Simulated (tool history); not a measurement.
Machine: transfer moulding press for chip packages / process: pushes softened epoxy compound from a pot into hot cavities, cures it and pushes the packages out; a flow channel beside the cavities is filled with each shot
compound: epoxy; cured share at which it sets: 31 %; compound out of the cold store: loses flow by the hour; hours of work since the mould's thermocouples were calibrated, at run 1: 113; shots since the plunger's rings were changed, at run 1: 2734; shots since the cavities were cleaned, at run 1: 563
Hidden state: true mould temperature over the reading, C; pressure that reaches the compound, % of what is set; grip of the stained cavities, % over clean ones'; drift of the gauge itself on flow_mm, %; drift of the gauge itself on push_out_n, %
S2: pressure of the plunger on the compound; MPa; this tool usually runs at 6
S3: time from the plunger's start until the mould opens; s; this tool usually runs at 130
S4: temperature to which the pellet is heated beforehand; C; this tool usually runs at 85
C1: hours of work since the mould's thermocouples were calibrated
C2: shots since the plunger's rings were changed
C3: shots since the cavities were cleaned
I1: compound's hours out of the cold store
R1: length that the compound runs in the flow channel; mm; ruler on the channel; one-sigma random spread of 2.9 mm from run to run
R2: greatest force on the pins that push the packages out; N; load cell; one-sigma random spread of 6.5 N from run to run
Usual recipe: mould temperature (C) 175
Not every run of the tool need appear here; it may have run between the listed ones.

run 1 hour=0 | mould_temperature_(C)=175 S2=6 S3=130 S4=85 | C1=113 C2=2734 C3=563 | I1=19 | R1=798 R2=429
-- hour=33 cavities cleaned with cleaning compound and waxed
run 2 hour=45.8 | mould_temperature_(C)=175 S2=6 S3=130 S4=85 | C1=136 C2=3056 C3=93 | I1=10.1 | R1=816 R2=480
run 3 hour=75.7 | mould_temperature_(C)=175 S2=6 S3=130 S4=85 | C1=152 C2=3274 C3=311 | I1=22.3 | R1=778 R2=491
run 4 hour=117.4 | mould_temperature_(C)=175 S2=6 S3=130 S4=85 | C1=174 C2=3578 C3=615 | I1=38.7 | R1=735 R2=483
-- hour=143.5 cavities cleaned with cleaning compound and waxed
run 5 hour=150.3 | mould_temperature_(C)=175 S2=6 S3=130 S4=85 | C1=190 C2=3806 C3=49 | I1=39.6 | R1=735 R2=329
run 6 hour=184.1 | mould_temperature_(C)=183 S2=6 S3=130 S4=85 | C1=208 C2=4052 C3=295 | I1=33.2 | R1=718 R2=379
run 7 hour=218.7 | mould_temperature_(C)=183 S2=6 S3=130 S4=85 | C1=227 C2=4304 C3=547 | I1=28.5 | R1=724 R2=390
-- hour=225.1 cavities cleaned with cleaning compound and waxed, once more
run 8 hour=260.4 | mould_temperature_(C)=183 S2=4.53 S3=130 S4=85 | C1=248 C2=4596 C3=256 | I1=40.9 | R1=601 R2=355
-- hour=267 plunger's sealing rings changed
run 9 hour=292.2 | mould_temperature_(C)=183 S2=4.53 S3=130 S4=85 | C1=263 C2=184 C3=470 | I1=35.6 | R1=665 R2=398
-- hour=339.3 cavities cleaned with cleaning compound and waxed
run 10 hour=344.3 | mould_temperature_(C)=175 S2=6 S3=130 S4=85 | C1=290 C2=553 C3=37 | I1=44.4 | R1=767 R2=312
run 11 hour=387.9 | mould_temperature_(C)=175 S2=6 S3=130 S4=85 | C1=313 C2=870 C3=354 | I1=25 | R1=813 R2=412
run 12 hour=430 | mould_temperature_(C)=175 S2=6 S3=130 S4=85 | C1=335 C2=1176 C3=660 | I1=9.7 | R1=847 R2=433
-- hour=450.6 cavities cleaned with cleaning compound and waxed
run 13 hour=465.6 | mould_temperature_(C)=175 S2=6 S3=130 S4=85 | C1=354 C2=1425 C3=110 | I1=9.8 | R1=843 R2=353
run 14 hour=505.2 | mould_temperature_(C)=175 S2=6 S3=130 S4=85 | C1=374 C2=1713 C3=398 | I1=29.2 | R1=791 R2=413
-- hour=520.1 mould's thermocouples calibrated
run 15 hour=544 | mould_temperature_(C)=175 S2=6 S3=130 S4=85 | C1=13 C2=1981 C3=666 | I1=35.8 | R1=773 R2=427
-- hour=565.6 cavities cleaned with cleaning compound and waxed
run 16 hour=578.4 | mould_temperature_(C)=175 S2=6 S3=130 S4=85 | C1=30 C2=2221 C3=94 | I1=29.2 | R1=785 R2=352
run 17 hour=618.6 | mould_temperature_(C)=177 S2=6.86 S3=146 S4=78 | C1=51 C2=2513 C3=386 | I1=46.2 | R1=786 R2=389
run 18 hour=648.1 | mould_temperature_(C)=177 S2=6.86 S3=146 S4=78 | C1=67 C2=2728 C3=601 | I1=19.9 | R1=849 R2=410
-- hour=678.3 cavities cleaned with cleaning compound and waxed
run 19 hour=685.2 | mould_temperature_(C)=181 S2=6.61 S3=137 S4=90 | C1=86 C2=2987 C3=50 | I1=34.2 | R1=780 R2=305
run 20 hour=717.5 | mould_temperature_(C)=168 S2=6 S3=130 S4=90 | C1=103 C2=3222 C3=285 | I1=41.9 | R1=769 R2=516
run 21 hour=762.5 | mould_temperature_(C)=168 S2=6 S3=130 S4=90 | C1=127 C2=3550 C3=613 | I1=44.4 | R1=757 R2=594
-- hour=789.9 cavities cleaned with cleaning compound and waxed
run 22 hour=811.4 | mould_temperature_(C)=168 S2=6 S3=130 S4=90 | C1=152 C2=3895 C3=156 | I1=23.2 | R1=799 R2=500
run 23 hour=864.5 | mould_temperature_(C)=168 S2=6 S3=130 S4=90 | C1=180 C2=4282 C3=543 | I1=23.1 | R1=801 R2=571
-- hour=901.5 cavities cleaned with cleaning compound and waxed
-- hour=914 plunger's sealing rings changed
run 24 hour=915.3 | mould_temperature_(C)=168 S2=6 S3=130 S4=90 | C1=205 C2=9 C3=81 | I1=28.8 | R1=841 R2=446
run 25 hour=963.6 | mould_temperature_(C)=170 S2=7.47 S3=142 S4=89 | C1=230 C2=361 C3=433 | I1=36.7 | R1=906 R2=434
-- hour=1015.2 cavities cleaned with cleaning compound and waxed
run 26 hour=1017 | mould_temperature_(C)=170 S2=7.47 S3=142 S4=89 | C1=258 C2=739 C3=13 | I1=32.3 | R1=916 R2=339
run 27 hour=1055.1 | mould_temperature_(C)=167 S2=5.51 S3=164 S4=86 | C1=278 C2=1016 C3=290 | I1=42.8 | R1=763 R2=405

Below are 4 alternative next runs, each starting from the tool's condition after run 27. Predict each:
run A hour=1083.2 | mould_temperature_(C)=179 S2=7.44 S3=130 S4=94 | C1=293 C2=1221 C3=495 | I1=28.4 | R1=? R2=?
run B hour=1083.2 | mould_temperature_(C)=175 S2=5.59 S3=130 S4=92 | C1=293 C2=1221 C3=495 | I1=39.1 | R1=? R2=?
run C hour=1083.2 | mould_temperature_(C)=169 S2=4.51 S3=123 S4=85 | C1=293 C2=1221 C3=495 | I1=29 | R1=? R2=?
run D hour=1083.2 | mould_temperature_(C)=175 S2=5.33 S3=130 S4=89 | C1=293 C2=1221 C3=495 | I1=47.4 | R1=? R2=?

run=A R1=871 R2=391
run=B R1=739 R2=408
run=C R1=714 R2=563
run=D R1=702 R2=424
The same runs, with their run-to-run variation unchanged, on a tool lacking any hidden condition would have given:
run=A R1=892 R2=292
run=B R1=757 R2=307
run=C R1=731 R2=437
run=D R1=719 R2=320
